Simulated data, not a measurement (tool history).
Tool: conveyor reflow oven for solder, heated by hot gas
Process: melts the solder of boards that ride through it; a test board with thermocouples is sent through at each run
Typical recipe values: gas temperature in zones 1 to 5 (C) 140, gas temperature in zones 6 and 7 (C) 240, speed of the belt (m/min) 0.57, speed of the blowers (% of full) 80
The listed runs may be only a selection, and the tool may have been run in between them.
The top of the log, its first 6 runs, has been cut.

run	hour	gas temperature in zones 1 to 5 (C)	gas temperature in zones 6 and 7 (C)	speed of the belt (m/min)	speed of the blowers (% of full)	highest temperature of the board (C)	time above the solder's melting point (s)
7	406.8	140	240	0.552	80	229.7	57.22
8	508.3	140	240	0.552	80	229.5	57.18
9	560.5	140	240	0.542	80	229.4	58.28
# hour 600.3: flux residue cleaned out of gas plates and filters
10	647.2	140	240	0.57	68	226.7	54.02
11	688.8	140	240	0.57	68	226.7	53.95
# hour 717.7: thermocouples of zones 6 and 7 changed
12	741.6	140	240	0.57	68	224	52.52
13	835	140	240	0.57	68	223.7	52.35
14	903.7	140	240	0.57	80	226.5	54.06
15	974.2	140	248	0.57	80	233.4	57.19
# hour 1021.7: flux residue cleaned out of gas plates and filters
16	1022.5	140	252	0.57	77	238.5	59.24
# hour 1070.7: belt drive overhauled, speed set with a stopwatch
17	1070.7	140	252	0.57	77	237.8	58.27
18	1170.5	131	240	0.57	85	227.4	51.65
19	1249.1	140	247	0.664	80	228.2	46.15
20	1338.8	140	233	0.664	86	217	41.06
21	1385.5	154	233	0.511	86	225.6	64.38
# hour 1451.4: flux residue cleaned out of gas plates and filters
22	1458.2	154	233	0.511	86	226.7	65.02
23	1522.2	154	233	0.511	86	226.6	65.04
24	1566.6	154	233	0.511	86	226.5	64.93
25	1610.7	140	248	0.675	67	224.9	43.9
26	1677.4	140	240	0.614	61	219.2	45.35
27	1738.7	142	238	0.642	61	216.2	41.7
28	1817.9	142	238	0.642	61	215.8	41.54
29	1862.8	130	235	0.57	85	221.5	48.51
# hour 1876.5: flux residue cleaned out of gas plates and filters
30	1957	140	233	0.605	80	220.6	47.8

Here are 3 independent what-if runs from the current tool condition. What would each one return?
A	2018.5	126	254	0.57	80	?	?
B	2018.5	145	233	0.494	67	?	?
C	2018.5	153	229	0.562	80	?	?

run	highest temperature of the board (C)	time above the solder's melting point (s)
A	239.5	55.8
B	223.3	62.39
C	220.6	55.96
Without the tool's hidden state the same runs would have given:
run	highest temperature of the board (C)	time above the solder's melting point (s)
A	239.1	55.33
B	222.6	61.71
C	219.9	55.41
